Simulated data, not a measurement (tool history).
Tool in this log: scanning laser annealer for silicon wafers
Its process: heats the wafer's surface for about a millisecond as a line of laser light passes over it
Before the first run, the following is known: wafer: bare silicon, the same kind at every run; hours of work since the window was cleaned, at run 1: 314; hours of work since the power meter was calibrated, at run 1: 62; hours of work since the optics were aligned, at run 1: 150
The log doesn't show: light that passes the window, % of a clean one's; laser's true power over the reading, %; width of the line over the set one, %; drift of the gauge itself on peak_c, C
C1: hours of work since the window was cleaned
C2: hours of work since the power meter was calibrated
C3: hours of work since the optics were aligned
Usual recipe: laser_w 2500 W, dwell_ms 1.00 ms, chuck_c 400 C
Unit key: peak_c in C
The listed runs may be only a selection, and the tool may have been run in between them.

run 1 hour=0.0 | laser_w=2500 dwell_ms=1.00 chuck_c=400 | C1=314 C2=62 C3=150 | peak_c=1218
run 2 hour=5.1 | laser_w=2500 dwell_ms=1.00 chuck_c=388 | C1=317 C2=65 C3=153 | peak_c=1205
run 3 hour=9.1 | laser_w=2500 dwell_ms=1.00 chuck_c=400 | C1=319 C2=67 C3=155 | peak_c=1218
run 4 hour=14.5 | laser_w=2500 dwell_ms=1.00 chuck_c=400 | C1=322 C2=70 C3=158 | peak_c=1218
run 5 hour=23.4 | laser_w=2500 dwell_ms=1.00 chuck_c=400 | C1=326 C2=74 C3=163 | peak_c=1218
run 6 hour=32.1 | laser_w=2500 dwell_ms=1.00 chuck_c=400 | C1=331 C2=79 C3=168 | peak_c=1217
run 7 hour=39.2 | laser_w=2483 dwell_ms=1.00 chuck_c=400 | C1=335 C2=83 C3=171 | peak_c=1212
run 8 hour=44.1 | laser_w=2483 dwell_ms=1.00 chuck_c=400 | C1=338 C2=85 C3=174 | peak_c=1211
run 9 hour=51.6 | laser_w=2483 dwell_ms=1.00 chuck_c=366 | C1=341 C2=89 C3=178 | peak_c=1179
run 10 hour=58.7 | laser_w=2483 dwell_ms=1.00 chuck_c=366 | C1=345 C2=93 C3=182 | peak_c=1178
run 11 hour=67.3 | laser_w=2500 dwell_ms=0.74 chuck_c=400 | C1=350 C2=98 C3=186 | peak_c=1113
run 12 hour=76.7 | laser_w=2500 dwell_ms=0.74 chuck_c=400 | C1=355 C2=103 C3=191 | peak_c=1114
run 13 hour=81.0 | laser_w=2398 dwell_ms=1.00 chuck_c=400 | C1=357 C2=105 C3=194 | peak_c=1182
run 14 hour=86.9 | laser_w=2500 dwell_ms=1.00 chuck_c=400 | C1=360 C2=108 C3=197 | peak_c=1219
run 15 hour=92.7 | laser_w=2500 dwell_ms=1.00 chuck_c=400 | C1=363 C2=111 C3=200 | peak_c=1220
run 16 hour=101.3 | laser_w=2500 dwell_ms=1.00 chuck_c=400 | C1=368 C2=116 C3=205 | peak_c=1221
run 17 hour=108.4 | laser_w=2500 dwell_ms=0.74 chuck_c=400 | C1=372 C2=120 C3=208 | peak_c=1112
run 18 hour=113.3 | laser_w=2500 dwell_ms=1.00 chuck_c=400 | C1=374 C2=122 C3=211 | peak_c=1221
run 19 hour=119.9 | laser_w=2500 dwell_ms=1.00 chuck_c=400 | C1=378 C2=126 C3=214 | peak_c=1218
run 20 hour=125.6 | laser_w=2500 dwell_ms=1.00 chuck_c=400 | C1=381 C2=129 C3=218 | peak_c=1220
run 21 hour=130.6 | laser_w=2500 dwell_ms=1.00 chuck_c=400 | C1=384 C2=132 C3=220 | peak_c=1216
run 22 hour=134.9 | laser_w=2500 dwell_ms=1.00 chuck_c=400 | C1=386 C2=134 C3=222 | peak_c=1219
run 23 hour=140.6 | laser_w=2444 dwell_ms=1.17 chuck_c=400 | C1=389 C2=137 C3=225 | peak_c=1260
run 24 hour=149.6 | laser_w=2444 dwell_ms=1.17 chuck_c=400 | C1=394 C2=142 C3=230 | peak_c=1256

The next listed run, before its measurement:
run 25 hour=156.1 | laser_w=2444 dwell_ms=1.17 chuck_c=400 | C1=397 C2=145 C3=234 | peak_c=?

peak_c: 1259 C
Without the tool's hidden state the same run would have given peak_c 1260 C.
